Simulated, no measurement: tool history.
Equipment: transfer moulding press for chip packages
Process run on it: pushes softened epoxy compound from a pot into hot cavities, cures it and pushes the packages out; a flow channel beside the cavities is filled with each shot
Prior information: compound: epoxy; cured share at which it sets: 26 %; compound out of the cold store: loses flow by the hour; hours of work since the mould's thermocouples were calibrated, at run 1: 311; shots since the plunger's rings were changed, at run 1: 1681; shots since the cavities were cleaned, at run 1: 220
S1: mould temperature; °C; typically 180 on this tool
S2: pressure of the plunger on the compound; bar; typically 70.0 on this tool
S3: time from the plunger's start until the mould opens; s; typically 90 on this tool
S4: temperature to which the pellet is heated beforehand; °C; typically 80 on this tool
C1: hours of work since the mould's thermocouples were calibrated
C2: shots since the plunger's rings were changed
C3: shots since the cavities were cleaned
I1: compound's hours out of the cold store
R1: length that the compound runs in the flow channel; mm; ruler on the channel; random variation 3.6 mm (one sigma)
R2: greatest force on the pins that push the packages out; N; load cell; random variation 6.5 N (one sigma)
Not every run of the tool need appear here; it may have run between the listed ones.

{"run": 1, "hour": 0.0, "S1": 180, "S2": 70.0, "S3": 90, "S4": 80, "C1": 311, "C2": 1681, "C3": 220, "I1": 14.9, "R1": 744, "R2": 263}
{"run": 2, "hour": 15.0, "S1": 180, "S2": 70.0, "S3": 107, "S4": 80, "C1": 320, "C2": 1850, "C3": 389, "I1": 33.3, "R1": 664, "R2": 208}
{"hour": 29.5, "done": "cavities cleaned with cleaning compound and waxed"}
{"run": 3, "hour": 29.5, "S1": 180, "S2": 70.0, "S3": 107, "S4": 80, "C1": 328, "C2": 1996, "C3": 0, "I1": 43.5, "R1": 617, "R2": 203}
{"run": 4, "hour": 42.1, "S1": 180, "S2": 70.0, "S3": 107, "S4": 80, "C1": 336, "C2": 2137, "C3": 141, "I1": 40.4, "R1": 629, "R2": 214}
{"run": 5, "hour": 55.4, "S1": 180, "S2": 70.0, "S3": 107, "S4": 80, "C1": 344, "C2": 2287, "C3": 291, "I1": 31.0, "R1": 669, "R2": 212}
{"run": 6, "hour": 64.0, "S1": 180, "S2": 70.0, "S3": 107, "S4": 73, "C1": 350, "C2": 2383, "C3": 387, "I1": 26.7, "R1": 681, "R2": 214}
{"run": 7, "hour": 76.3, "S1": 180, "S2": 70.0, "S3": 90, "S4": 80, "C1": 357, "C2": 2521, "C3": 525, "I1": 28.2, "R1": 685, "R2": 251}
{"hour": 78.4, "done": "cavities cleaned with cleaning compound and waxed"}
{"run": 8, "hour": 86.2, "S1": 180, "S2": 65.7, "S3": 90, "S4": 80, "C1": 362, "C2": 2616, "C3": 88, "I1": 23.1, "R1": 685, "R2": 257}
{"run": 9, "hour": 96.3, "S1": 182, "S2": 63.9, "S3": 94, "S4": 72, "C1": 369, "C2": 2729, "C3": 201, "I1": 30.6, "R1": 632, "R2": 207}
{"run": 10, "hour": 103.1, "S1": 185, "S2": 63.9, "S3": 91, "S4": 72, "C1": 373, "C2": 2805, "C3": 277, "I1": 39.8, "R1": 596, "R2": 205}
{"run": 11, "hour": 114.9, "S1": 180, "S2": 70.0, "S3": 118, "S4": 76, "C1": 380, "C2": 2938, "C3": 410, "I1": 9.6, "R1": 767, "R2": 201}
{"run": 12, "hour": 124.5, "S1": 180, "S2": 70.0, "S3": 118, "S4": 76, "C1": 386, "C2": 3046, "C3": 518, "I1": 19.6, "R1": 721, "R2": 205}
{"hour": 127.3, "done": "cavities cleaned with cleaning compound and waxed"}
{"run": 13, "hour": 134.8, "S1": 180, "S2": 70.0, "S3": 86, "S4": 86, "C1": 392, "C2": 3144, "C3": 84, "I1": 27.4, "R1": 685, "R2": 267}
{"run": 14, "hour": 146.9, "S1": 184, "S2": 73.1, "S3": 91, "S4": 86, "C1": 399, "C2": 3281, "C3": 221, "I1": 38.9, "R1": 645, "R2": 219}
{"run": 15, "hour": 158.6, "S1": 184, "S2": 58.3, "S3": 90, "S4": 78, "C1": 406, "C2": 3412, "C3": 352, "I1": 35.3, "R1": 594, "R2": 218}

Here are 3 independent what-if runs from the current tool condition. What would each one return?
{"run": "A", "hour": 167.8, "S1": 178, "S2": 75.0, "S3": 90, "S4": 85, "C1": 412, "C2": 3515, "C3": 455, "I1": 8.5, "R1": "?", "R2": "?"}
{"run": "B", "hour": 167.8, "S1": 175, "S2": 83.7, "S3": 101, "S4": 78, "C1": 412, "C2": 3515, "C3": 455, "I1": 9.5, "R1": "?", "R2": "?"}
{"run": "C", "hour": 167.8, "S1": 180, "S2": 68.2, "S3": 100, "S4": 80, "C1": 412, "C2": 3515, "C3": 455, "I1": 19.5, "R1": "?", "R2": "?"}

run=A R1=798 R2=311
run=B R1=853 R2=288
run=C R1=709 R2=219
Had the tool no hidden state, the same runs would have come out as:
run=A R1=798 R2=309
run=B R1=853 R2=286
run=C R1=710 R2=217
